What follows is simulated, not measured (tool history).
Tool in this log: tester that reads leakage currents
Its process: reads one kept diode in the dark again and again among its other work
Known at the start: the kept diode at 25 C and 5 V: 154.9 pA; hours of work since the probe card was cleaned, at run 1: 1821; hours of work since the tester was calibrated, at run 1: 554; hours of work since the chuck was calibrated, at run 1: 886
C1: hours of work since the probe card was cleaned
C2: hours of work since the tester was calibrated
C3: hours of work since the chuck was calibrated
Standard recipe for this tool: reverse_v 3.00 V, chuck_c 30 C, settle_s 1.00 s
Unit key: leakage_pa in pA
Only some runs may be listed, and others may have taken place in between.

Run 1, day 0.000: usual settings; C1 1821; C2 554; C3 886. Result: leakage_pa 194.98 pA.
Run 2, day 3.242: usual settings but settle_s 1.84 s; C1 1855; C2 588; C3 920. Result: leakage_pa 195.43 pA.
Run 3, day 6.262: usual settings but settle_s 1.84 s; C1 1887; C2 620; C3 952. Result: leakage_pa 194.45 pA.
Run 4, day 9.396: usual settings but settle_s 1.84 s; C1 1920; C2 653; C3 985. Result: leakage_pa 194.55 pA.
Run 5, day 14.125: usual settings but settle_s 1.84 s; C1 1970; C2 703; C3 1035. Result: leakage_pa 194.37 pA.
Run 6, day 16.358: usual settings but settle_s 1.84 s; C1 1994; C2 726; C3 1058. Result: leakage_pa 193.76 pA.
Run 7, day 20.025: usual settings but settle_s 1.84 s; C1 2033; C2 765; C3 1097. Result: leakage_pa 193.81 pA.
Run 8, day 24.621: usual settings but settle_s 1.84 s; C1 2081; C2 814; C3 1145. Result: leakage_pa 192.52 pA.
Run 9, day 26.971: usual settings but settle_s 1.84 s; C1 2106; C2 839; C3 1170. Result: leakage_pa 192.89 pA.
Run 10, day 29.642: usual settings but settle_s 1.84 s; C1 2134; C2 867; C3 1198. Result: leakage_pa 191.82 pA.
Run 11, day 32.712: usual settings but settle_s 1.84 s; C1 2167; C2 899; C3 1231. Result: leakage_pa 191.35 pA.
Run 12, day 35.375: usual settings but settle_s 1.84 s; C1 2195; C2 927; C3 1259. Result: leakage_pa 191.95 pA.
Run 13, day 38.925: usual settings but settle_s 1.84 s; C1 2232; C2 965; C3 1296. Result: leakage_pa 191.24 pA.
Run 14, day 41.208: usual settings but settle_s 0.33 s; C1 2256; C2 989; C3 1321. Result: leakage_pa 190.89 pA.
Run 15, day 43.875: usual settings but settle_s 0.33 s; C1 2284; C2 1017; C3 1349. Result: leakage_pa 190.07 pA.
Run 16, day 47.108: usual settings but settle_s 0.33 s; C1 2319; C2 1051; C3 1383. Result: leakage_pa 190.81 pA.
Run 17, day 50.938: usual settings but reverse_v 1.51 V, settle_s 0.33 s; C1 2359; C2 1092; C3 1423. Result: leakage_pa 151.80 pA.
Run 18, day 54.279: usual settings but reverse_v 1.76 V; C1 2394; C2 1127; C3 1459. Result: leakage_pa 158.86 pA.
Run 19, day 57.675: usual settings but reverse_v 1.76 V; C1 2430; C2 1163; C3 1494. Result: leakage_pa 157.96 pA.
Run 20, day 61.642: usual settings but reverse_v 1.76 V; C1 2472; C2 1205; C3 1536. Result: leakage_pa 158.57 pA.
Run 21, day 64.346: usual settings but reverse_v 1.76 V; C1 2501; C2 1233; C3 1565. Result: leakage_pa 158.07 pA.
Run 22, day 67.104: usual settings but reverse_v 1.76 V; C1 2530; C2 1262; C3 1594. Result: leakage_pa 156.65 pA.
Run 23, day 71.846: usual settings but reverse_v 1.76 V; C1 2580; C2 1312; C3 1644. Result: leakage_pa 156.15 pA.
Run 24, day 75.121: usual settings but chuck_c 25 C, settle_s 1.26 s; C1 2614; C2 1347; C3 1679. Result: leakage_pa 120.78 pA.
Run 25, day 77.592: usual settings but reverse_v 1.48 V, chuck_c 34 C; C1 2640; C2 1373; C3 1705. Result: leakage_pa 208.16 pA.
Run 26, day 82.208: usual settings but reverse_v 11.39 V, chuck_c 21 C, settle_s 4.55 s; C1 2689; C2 1422; C3 1754. Result: leakage_pa 138.90 pA.
Run 27, day 85.800: usual settings but chuck_c 44 C; C1 2727; C2 1460; C3 1791. Result: leakage_pa 596.40 pA.
At day 86.171: tester calibrated.
Run 28, day 88.217: usual settings but reverse_v 2.56 V, settle_s 0.35 s; C1 2752; C2 22; C3 1816. Result: leakage_pa 176.39 pA.
Run 29, day 91.096: usual settings but reverse_v 1.94 V, chuck_c 22 C, settle_s 9.31 s; C1 2782; C2 52; C3 1846. Result: leakage_pa 79.22 pA.
Run 30, day 94.117: usual settings but reverse_v 8.16 V, chuck_c 27 C, settle_s 0.49 s; C1 2814; C2 84; C3 1878. Result: leakage_pa 204.03 pA.
Run 31, day 96.388: usual settings but reverse_v 1.48 V, chuck_c 44 C, settle_s 0.32 s; C1 2838; C2 108; C3 1902. Result: leakage_pa 474.84 pA.
Run 32, day 100.783: usual settings but reverse_v 1.48 V, chuck_c 44 C, settle_s 0.32 s; C1 2884; C2 154; C3 1949. Result: leakage_pa 470.37 pA.
Run 33, day 103.312: usual settings but reverse_v 4.04 V, chuck_c 35 C, settle_s 3.13 s; C1 2911; C2 181; C3 1975. Result: leakage_pa 314.10 pA.
At day 105.525: tester calibrated, once more.
Run 34, day 107.279: usual settings but reverse_v 2.69 V, chuck_c 25 C, settle_s 0.62 s; C1 2952; C2 18; C3 2016. Result: leakage_pa 113.11 pA.
Run 35, day 111.896: usual settings but reverse_v 2.69 V, chuck_c 25 C, settle_s 0.62 s; C1 3001; C2 67; C3 2065. Result: leakage_pa 113.04 pA.
Run 36, day 116.283: usual settings but reverse_v 1.18 V, chuck_c 48 C; C1 3047; C2 114; C3 2112. Result: leakage_pa 589.81 pA.
Run 37, day 120.725: usual settings but reverse_v 6.07 V; C1 3094; C2 160; C3 2158. Result: leakage_pa 229.54 pA.
Run 38, day 124.454: usual settings but reverse_v 18.15 V, chuck_c 53 C; C1 3133; C2 200; C3 2198. Result: leakage_pa 2105.14 pA.
At day 125.671: chuck's temperature calibrated.
Run 39, day 128.475: usual settings but reverse_v 18.15 V, chuck_c 53 C; C1 3175; C2 241; C3 30. Result: leakage_pa 2378.99 pA.

A few steps of leakage_pa between consecutive runs. Split each: what settings, incoming material and random variation would produce without the hidden state, and what is left over for the hidden state, along with gauge scatter present in only one of the two compared results (measured, and without hidden state):
Hidden conditions of the tool in this case: stray current of the dirty probe card, pA a volt; current scale over the true one, %; true chuck temperature over the reading, C; drift of the gauge itself on leakage_pa, %.
Run 26 -> 27: reverse_v 11.39 -> 3.00, chuck_c 21 -> 44, settle_s 4.55 -> 1.00. leakage_pa +457.50 pA: hidden state -65.00, all else +522.50.
Run 35 -> 36: reverse_v 2.69 -> 1.18, chuck_c 25 -> 48, settle_s 0.62 -> 1.00. leakage_pa +476.77 pA: hidden state -70.47, all else +547.24.
Run 37 -> 38: reverse_v 6.07 -> 18.15, chuck_c 30 -> 53. leakage_pa +1875.60 pA: hidden state -249.47, all else +2125.07.
Run 38 -> 39: chuck's temperature calibrated. leakage_pa +273.85 pA: hidden state +276.13, all else -2.28.
